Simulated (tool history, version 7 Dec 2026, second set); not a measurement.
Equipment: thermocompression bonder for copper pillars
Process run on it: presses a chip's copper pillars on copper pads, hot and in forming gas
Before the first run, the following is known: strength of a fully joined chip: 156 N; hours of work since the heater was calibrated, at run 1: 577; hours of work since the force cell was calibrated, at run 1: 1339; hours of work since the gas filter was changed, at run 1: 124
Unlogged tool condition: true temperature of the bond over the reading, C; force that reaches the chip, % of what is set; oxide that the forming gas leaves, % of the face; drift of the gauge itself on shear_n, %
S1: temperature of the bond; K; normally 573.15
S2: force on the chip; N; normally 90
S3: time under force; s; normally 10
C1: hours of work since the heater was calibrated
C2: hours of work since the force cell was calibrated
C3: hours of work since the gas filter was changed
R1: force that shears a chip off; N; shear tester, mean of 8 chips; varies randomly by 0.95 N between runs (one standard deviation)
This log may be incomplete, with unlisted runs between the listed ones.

Run 1, hour 0.0: usual settings; C1 577; C2 1339; C3 124. Result: R1 76.4 N.
Run 2, hour 41.3: usual settings; C1 599; C2 1361; C3 145. Result: R1 74.9 N.
Run 3, hour 86.2: usual settings; C1 621; C2 1383; C3 168. Result: R1 74.9 N.
Run 4, hour 129.1: usual settings but S2 56 N; C1 643; C2 1405; C3 190. Result: R1 52.2 N.
Run 5, hour 181.6: usual settings but S2 56 N, S3 22 s; C1 670; C2 1432; C3 216. Result: R1 66.6 N.
Run 6, hour 234.4: usual settings but S2 56 N, S3 22 s; C1 697; C2 1459; C3 243. Result: R1 65.9 N.
Run 7, hour 266.8: usual settings but S2 65 N; C1 714; C2 1476; C3 260. Result: R1 56.1 N.
At hour 279.1: forming gas filter changed.
Run 8, hour 331.1: usual settings but S2 65 N; C1 746; C2 1508; C3 27. Result: R1 63.0 N.
Run 9, hour 378.0: usual settings but S1 587.15 K, S2 65 N; C1 770; C2 1532; C3 50. Result: R1 70.8 N.
Run 10, hour 417.6: usual settings but S1 587.15 K, S2 65 N, S3 12 s; C1 790; C2 1552; C3 71. Result: R1 76.9 N.
Run 11, hour 446.2: usual settings but S3 22 s; C1 805; C2 1567; C3 85. Result: R1 99.0 N.
Run 12, hour 499.0: usual settings but S3 22 s; C1 832; C2 1594; C3 112. Result: R1 96.1 N.
Run 13, hour 550.6: usual settings but S1 586.15 K; C1 858; C2 1620; C3 139. Result: R1 87.1 N.
Run 14, hour 607.0: usual settings but S1 586.15 K; C1 887; C2 1649; C3 167. Result: R1 84.3 N.
At hour 621.0: heater calibrated with a thermocouple chip.
Run 15, hour 675.5: usual settings but S2 55 N; C1 28; C2 1683; C3 201. Result: R1 52.7 N.
Run 16, hour 736.0: usual settings but S2 55 N; C1 59; C2 1714; C3 232. Result: R1 51.1 N.
Run 17, hour 786.2: usual settings but S2 85 N; C1 84; C2 1739; C3 258. Result: R1 70.6 N.
At hour 802.4: forming gas filter changed.
Run 18, hour 820.4: usual settings but S2 85 N; C1 101; C2 1756; C3 9. Result: R1 80.0 N.
Run 19, hour 887.9: usual settings but S3 15 s; C1 136; C2 1791; C3 44. Result: R1 92.4 N.
Run 20, hour 920.6: usual settings but S3 15 s; C1 153; C2 1808; C3 60. Result: R1 91.5 N.
Run 21, hour 951.6: usual settings but S1 556.15 K, S2 123 N, S3 11 s; C1 168; C2 1823; C3 76. Result: R1 83.7 N.
Run 22, hour 1016.4: usual settings but S1 556.15 K, S2 123 N, S3 11 s; C1 201; C2 1856; C3 109. Result: R1 82.5 N.
Run 23, hour 1058.7: usual settings but S1 574.15 K, S2 123 N, S3 11 s; C1 223; C2 1878; C3 131. Result: R1 98.2 N.
Run 24, hour 1128.9: usual settings but S1 592.15 K, S2 123 N, S3 6 s; C1 259; C2 1914; C3 167. Result: R1 93.6 N.
Run 25, hour 1173.1: usual settings but S1 592.15 K, S2 123 N, S3 6 s; C1 281; C2 1936; C3 189. Result: R1 94.7 N.
At hour 1217.8: force cell calibrated.
Run 26, hour 1239.4: usual settings but S1 592.15 K, S2 123 N, S3 6 s; C1 314; C2 11; C3 222. Result: R1 88.2 N.
Run 27, hour 1268.0: usual settings but S1 593.15 K, S2 116 N, S3 19 s; C1 329; C2 26; C3 237. Result: R1 111.4 N.
At hour 1324.9: forming gas filter changed.
Run 28, hour 1333.8: usual settings but S1 593.15 K, S2 116 N, S3 19 s; C1 362; C2 59; C3 5. Result: R1 125.9 N.
Run 29, hour 1386.6: usual settings but S1 570.15 K, S2 89 N, S3 7 s; C1 389; C2 86; C3 31. Result: R1 64.2 N.
Run 30, hour 1415.5: usual settings but S1 562.15 K, S2 72 N, S3 30 s; C1 404; C2 101; C3 46. Result: R1 84.7 N.
Run 31, hour 1444.9: usual settings but S2 62 N, S3 6 s; C1 419; C2 116; C3 61. Result: R1 47.4 N.
Run 32, hour 1475.9: usual settings but S2 70 N, S3 13 s; C1 435; C2 131; C3 77. Result: R1 68.9 N.

What does the tool deliver on the next run?
Run 33, hour 1525.7: usual settings but S2 105 N, S3 11 s; C1 460; C2 157; C3 102. Result: R1 ?.

R1: 86.7 N
Were there no unlogged condition in the tool, this run, its random variation unchanged, would have produced R1 93.0 N.
